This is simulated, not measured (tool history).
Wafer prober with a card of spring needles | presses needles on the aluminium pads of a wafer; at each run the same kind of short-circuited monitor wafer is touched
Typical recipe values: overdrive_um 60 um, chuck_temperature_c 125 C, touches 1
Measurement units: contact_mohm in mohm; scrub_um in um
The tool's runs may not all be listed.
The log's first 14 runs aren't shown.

run   hour  overdrive_um  chuck_temperature_c  touches  touches since the tips were cleaned  cleanings since the card got new needles  touches since the first contact's height was set  contact_mohm  scrub_um
     118.9  -- tips cleaned on abrasive film
 15  119.2            54                  125        1                                  130                                        22                                             82206           248      9.74
 16  127.2            60                  125        1                                 3123                                        22                                             85199           477     10.85
     128.4  -- tips cleaned on abrasive film
     137.7  -- tips cleaned on abrasive film
 17  139.9            60                  125        1                                  838                                        24                                             89924           322     10.85
     147.2  -- tips cleaned on abrasive film
 18  147.2            42                   40        1                                    0                                        25                                             92624           242      7.51
 19  153.1            42                   40        1                                 2209                                        25                                             94833           754       7.5
     156.7  -- tips cleaned on abrasive film
 20  162.7            47                  116        1                                 2255                                        26                                             98421           593      8.42
       166  -- tips cleaned on abrasive film
 21    169            50                  116        1                                 1126                                        27                                            100736           457      8.97
     175.7  -- tips cleaned on abrasive film
 22  179.8            48                   29        2                                 1518                                        28                                            104746           418       8.6

What does the tool deliver on the next run?
     185.2  -- tips cleaned on abrasive film
 23  191.8            43                  125        1                                 2475                                        29                                            109228             ?         ?

contact_mohm: 716 mohm
scrub_um: 7.6 um
On a tool with no hidden condition, and with the same random variation, this run would have come out at contact_mohm 214 mohm, scrub_um 7.91 um.
